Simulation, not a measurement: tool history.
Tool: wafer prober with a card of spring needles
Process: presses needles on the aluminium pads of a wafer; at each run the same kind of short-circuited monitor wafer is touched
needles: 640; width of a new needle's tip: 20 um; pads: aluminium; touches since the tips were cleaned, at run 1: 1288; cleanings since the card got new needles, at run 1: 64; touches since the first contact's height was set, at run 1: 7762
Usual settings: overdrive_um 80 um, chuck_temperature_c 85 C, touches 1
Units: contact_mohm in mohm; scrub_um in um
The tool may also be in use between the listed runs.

run	hour	overdrive_um	chuck_temperature_c	touches	touches since the tips were cleaned	cleanings since the card got new needles	touches since the first contact's height was set	contact_mohm	scrub_um
1	0.0	80	85	1	1288	64	7762	287	21.48
# hour 5.6: tips cleaned on abrasive film
# hour 14.9: tips cleaned on abrasive film
# hour 23.7: tips cleaned on abrasive film
2	24.2	80	85	1	156	67	16191	281	21.49
# hour 31.6: tips cleaned on abrasive film
# hour 40.8: tips cleaned on abrasive film
# hour 50.1: tips cleaned on abrasive film
3	53.7	80	95	1	1258	70	26490	285	21.51
# hour 59.3: tips cleaned on abrasive film
# hour 68.4: tips cleaned on abrasive film
4	70.7	80	82	1	808	72	32417	284	21.52
# hour 76.3: tips cleaned on abrasive film
# hour 85.5: tips cleaned on abrasive film
# hour 94.8: tips cleaned on abrasive film
5	95.7	80	82	3	332	75	41145	280	21.71
# hour 103.1: tips cleaned on abrasive film
# hour 110.6: tips cleaned on abrasive film
# hour 119.7: tips cleaned on abrasive film
# hour 129.0: tips cleaned on abrasive film
# hour 137.2: tips cleaned on abrasive film
6	137.2	97	85	1	0	80	55614	278	26.13
# hour 146.5: tips cleaned on abrasive film
# hour 153.9: tips cleaned on abrasive film
7	156.2	97	85	1	814	82	62253	281	26.15
# hour 161.8: tips cleaned on abrasive film
# hour 171.1: tips cleaned on abrasive film
# hour 178.5: tips cleaned on abrasive film
8	178.8	80	85	2	104	85	70128	281	21.55
# hour 186.3: tips cleaned on abrasive film
# hour 193.7: tips cleaned on abrasive film
# hour 202.3: tips cleaned on abrasive film
9	202.3	80	85	1	0	88	78295	286	21.66
# hour 211.5: tips cleaned on abrasive film
# hour 219.0: tips cleaned on abrasive film
# hour 226.4: tips cleaned on abrasive film
10	227.5	88	85	1	370	91	87081	284	23.77
# hour 234.8: tips cleaned on abrasive film
# hour 243.9: tips cleaned on abrasive film
# hour 244.2: height of the first contact set anew
11	250.3	80	109	1	2167	93	2167	295	21.67
# hour 252.2: tips cleaned on abrasive film
# hour 261.2: tips cleaned on abrasive film
# hour 268.6: tips cleaned on abrasive film
# hour 277.9: tips cleaned on abrasive film
12	284.8	80	85	1	2441	97	14201	288	21.71
# hour 286.8: tips cleaned on abrasive film
# hour 294.2: tips cleaned on abrasive film
# hour 303.4: tips cleaned on abrasive film
# hour 312.5: tips cleaned on abrasive film
13	313.8	80	85	1	447	101	24293	285	21.59
# hour 321.0: tips cleaned on abrasive film
# hour 328.4: tips cleaned on abrasive film
# hour 337.5: tips cleaned on abrasive film
14	343.0	80	85	1	1934	104	34477	288	21.67
# hour 346.7: tips cleaned on abrasive film
# hour 355.7: tips cleaned on abrasive film
# hour 363.1: tips cleaned on abrasive film
# hour 372.4: tips cleaned on abrasive film
# hour 379.8: tips cleaned on abrasive film
15	381.8	80	73	1	714	109	48019	280	21.72
# hour 387.4: tips cleaned on abrasive film
# hour 396.5: tips cleaned on abrasive film
16	401.9	80	73	1	1902	111	55031	283	21.72
# hour 405.7: tips cleaned on abrasive film
# hour 414.8: tips cleaned on abrasive film
# hour 422.3: tips cleaned on abrasive film
# hour 431.5: tips cleaned on abrasive film
17	434.9	60	113	1	1193	115	66535	304	16.25
# hour 440.4: tips cleaned on abrasive film
# hour 449.6: tips cleaned on abrasive film
# hour 458.8: tips cleaned on abrasive film
# hour 468.0: tips cleaned on abrasive film
18	472.0	87	85	1	1411	119	79468	281	23.59
# hour 475.7: tips cleaned on abrasive film
# hour 484.9: tips cleaned on abrasive film
# hour 493.5: tips cleaned on abrasive film
19	493.5	84	85	1	0	122	86966	281	22.93
# hour 502.6: tips cleaned on abrasive film
# hour 510.0: tips cleaned on abrasive film
# hour 510.3: height of the first contact set anew
20	517.4	68	85	1	2492	124	2492	292	18.50
# hour 519.3: tips cleaned on abrasive film
# hour 528.5: tips cleaned on abrasive film
# hour 536.0: tips cleaned on abrasive film
# hour 545.2: tips cleaned on abrasive film
21	551.1	68	85	1	2057	128	14230	289	18.51
# hour 553.0: tips cleaned on abrasive film
# hour 562.3: tips cleaned on abrasive film
# hour 571.5: tips cleaned on abrasive film
# hour 580.8: tips cleaned on abrasive film
22	584.3	70	46	1	1240	132	25812	276	19.20
# hour 589.7: tips cleaned on abrasive film
# hour 597.2: tips cleaned on abrasive film
# hour 604.6: tips cleaned on abrasive film
# hour 613.9: tips cleaned on abrasive film
# hour 623.0: tips cleaned on abrasive film
23	625.7	90	85	1	957	137	40252	278	24.63
# hour 631.3: tips cleaned on abrasive film
# hour 640.6: tips cleaned on abrasive film
# hour 649.6: tips cleaned on abrasive film
# hour 658.9: tips cleaned on abrasive film
24	660.8	90	85	1	681	141	52503	284	24.54
# hour 666.4: tips cleaned on abrasive film
# hour 675.6: tips cleaned on abrasive film
# hour 684.7: tips cleaned on abrasive film
25	691.1	62	84	2	2259	144	63076	292	16.95
# hour 693.0: tips cleaned on abrasive film
# hour 700.4: tips cleaned on abrasive film
# hour 709.7: tips cleaned on abrasive film
# hour 719.0: tips cleaned on abrasive film
# hour 726.4: tips cleaned on abrasive film
26	729.0	62	84	2	920	149	76295	291	17.00
# hour 734.6: tips cleaned on abrasive film
# hour 743.9: tips cleaned on abrasive film
# hour 751.3: tips cleaned on abrasive film
# hour 760.6: tips cleaned on abrasive film
27	761.0	82	52	1	117	153	87418	273	22.46
# hour 768.3: tips cleaned on abrasive film
# hour 770.1: gauge calibrated
# hour 777.6: tips cleaned on abrasive film
# hour 777.9: height of the first contact set anew
28	781.4	77	76	1	1233	155	1233	281	20.65

Hidden state or all else? Some run-to-run changes of scrub_um, split into what the settings, what came in and random variation would give without the hidden state, and what is left for the hidden state (with any gauge scatter that isn't in both results):
The hidden state here: debris on the tips, nm; way that the needles fall short of the set height, um; tips' diameter, um; drift of the gauge itself on contact_mohm, %; drift of the gauge itself on scrub_um, %.
Run 17 -> 18: overdrive_um 60 -> 87, chuck_temperature_c 113 -> 85, tips cleaned on abrasive film, tips cleaned on abrasive film, tips cleaned on abrasive film, tips cleaned on abrasive film. scrub_um +7.34 um: hidden state +0.11, all else +7.23.
Run 24 -> 25: overdrive_um 90 -> 62, chuck_temperature_c 85 -> 84, touches 1 -> 2, tips cleaned on abrasive film, tips cleaned on abrasive film, tips cleaned on abrasive film. scrub_um -7.59 um: hidden state -0.11, all else -7.48.
Run 26 -> 27: overdrive_um 62 -> 82, chuck_temperature_c 84 -> 52, touches 2 -> 1, tips cleaned on abrasive film, tips cleaned on abrasive film, tips cleaned on abrasive film, tips cleaned on abrasive film. scrub_um +5.46 um: hidden state +0.12, all else +5.34.
Run 27 -> 28: overdrive_um 82 -> 77, chuck_temperature_c 52 -> 76, tips cleaned on abrasive film, gauge calibrated, tips cleaned on abrasive film, height of the first contact set anew. scrub_um -1.81 um: hidden state -0.43, all else -1.38.
